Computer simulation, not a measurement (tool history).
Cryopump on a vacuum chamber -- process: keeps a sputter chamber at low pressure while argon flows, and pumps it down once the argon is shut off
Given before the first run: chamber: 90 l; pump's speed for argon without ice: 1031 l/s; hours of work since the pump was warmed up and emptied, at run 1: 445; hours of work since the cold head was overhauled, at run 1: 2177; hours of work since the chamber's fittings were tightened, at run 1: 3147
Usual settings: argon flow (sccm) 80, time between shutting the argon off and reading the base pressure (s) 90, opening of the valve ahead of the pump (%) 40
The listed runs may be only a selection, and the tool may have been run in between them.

run    hour  argon flow (sccm)  time between shutting the argon off and reading the base pressure (s)  opening of the valve ahead of the pump (%)  hours of work since the pump was warmed up and emptied  hours of work since the cold head was overhauled  hours of work since the chamber's fittings were tightened  pressure while argon flows (Pa)  pressure after the wait (uPa)
  1       0                 80                                                                     90                                          40                                                     445                                              2177                                                       3147                           0.3506                           4.82
  2    31.5                 80                                                                     90                                          40                                                     474                                              2205                                                       3176                           0.3514                            4.7
  3    98.6                 80                                                                     90                                          18                                                     534                                              2266                                                       3236                           0.7501                            4.8
  4   151.4                 80                                                                     90                                          18                                                     582                                              2313                                                       3284                           0.7645                           5.11
  5   220.3                 80                                                                     90                                          18                                                     644                                              2375                                                       3346                           0.7626                           5.15
  6   293.8                 80                                                                     90                                          18                                                     710                                              2441                                                       3412                           0.7693                           5.52
  7   353.1                 80                                                                     90                                          18                                                     763                                              2495                                                       3465                           0.7697                           5.53
        377  -- pump warmed up, emptied and cooled again
  8   403.1                 80                                                                     90                                          18                                                      23                                              2535                                                       3506                           0.7343                           4.52
  9   437.6                 80                                                                     90                                          18                                                      54                                              2566                                                       3537                           0.7387                           4.75
 10   494.3                 80                                                                     90                                          18                                                     106                                              2617                                                       3588                            0.737                           4.81
 11   545.8                 80                                                                     90                                          25                                                     152                                              2664                                                       3634                           0.5358                           4.91
 12   576.2                 80                                                                     90                                          25                                                     179                                              2691                                                       3661                           0.5334                           4.96
 13   623.2                 80                                                                     90                                          25                                                     222                                              2733                                                       3704                           0.5397                           5.09
 14   671.5                 80                                                                     90                                          33                                                     265                                              2777                                                       3747                            0.412                           5.07
 15     713                 80                                                                     90                                          33                                                     302                                              2814                                                       3784                           0.4163                           5.33
 16   745.9                 80                                                                     90                                          53                                                     332                                              2844                                                       3814                           0.2674                           5.04
 17   786.9                 80                                                                     90                                          53                                                     369                                              2881                                                       3851                           0.2685                           5.37
      820.5  -- leaking fittings of the chamber tightened, without venting
 18   848.1                 80                                                                     66                                          40                                                     422                                              2934                                                         25                           0.3525                           1.91
 19   903.5                135                                                                     75                                          16                                                     472                                              2984                                                         75                           1.4288                           1.74
 20   964.2                135                                                                     75                                          16                                                     527                                              3038                                                        129                           1.4375                           1.83
 21  1017.8                 59                                                                     39                                          49                                                     575                                              3087                                                        178                           0.2219                           3.06
 22  1091.7                 32                                                                    200                                          49                                                     641                                              3153                                                        244                            0.122                            1.2
 23  1149.9                 46                                                                     22                                          30                                                     694                                              3205                                                        296                           0.2745                           5.16
 24  1196.9                 54                                                                     22                                          34                                                     736                                              3248                                                        339                           0.2903                           5.25
     1252.3  -- pump warmed up, emptied and cooled again
 25  1253.7                 80                                                                     90                                          17                                                       1                                              3294                                                        385                           0.7752                           1.79
 26  1322.5                 80                                                                     90                                          17                                                      63                                              3356                                                        447                           0.7761                           1.83
 27    1380                 80                                                                     90                                          17                                                     115                                              3408                                                        499                           0.7806                           1.86
 28  1417.6                 59                                                                     40                                          44                                                     149                                              3442                                                        533                           0.2282                           3.21
 29  1451.3                 59                                                                     40                                          44                                                     179                                              3472                                                        563                           0.2283                           3.33
 30  1495.5                 59                                                                     40                                          44                                                     219                                              3512                                                        603                           0.2299                           3.42
 31  1556.1                 59                                                                     40                                          44                                                     273                                              3567                                                        657                           0.2345                           3.41
 32  1600.1                 59                                                                     40                                          44                                                     313                                              3606                                                        697                           0.2353                           3.52
 33  1675.5                 69                                                                    119                                          28                                                     381                                              3674                                                        765                           0.4241                           2.01

The same runs without the tool's hidden state, with the same run-to-run variation:
Hidden conditions of the tool in this case: pump's speed, % of a pump's without ice; cold plate's temperature, K; leak into the chamber, uPa l/s; drift of the gauge itself on working_pa, %; drift of the gauge itself on base_upa, %.
run  pressure while argon flows (Pa)  pressure after the wait (uPa)
  1                           0.3282                           1.42
  2                           0.3275                           1.36
  3                           0.7229                           1.32
  4                           0.7338                            1.4
  5                           0.7284                           1.37
  6                           0.7304                           1.42
  7                           0.7274                           1.39
  8                           0.7294                           1.35
  9                           0.7325                           1.39
 10                           0.7284                           1.41
 11                           0.5251                           1.39
 12                           0.5216                           1.39
 13                           0.5256                            1.4
 14                           0.3959                           1.35
 15                           0.3982                           1.39
 16                           0.2476                            1.3
 17                           0.2469                           1.38
 18                            0.328                            1.8
 19                           1.3826                           1.58
 20                           1.3854                            1.6
 21                           0.1971                           2.77
 22                           0.1069                           0.81
 23                           0.2508                            4.7
 24                           0.2605                           4.74
 25                           0.7712                           1.41
 26                           0.7694                           1.39
 27                           0.7715                           1.36
 28                           0.2203                           2.68
 29                           0.2192                           2.75
 30                           0.2195                           2.77
 31                            0.222                           2.71
 32                           0.2214                           2.77
 33                           0.4047                           1.15
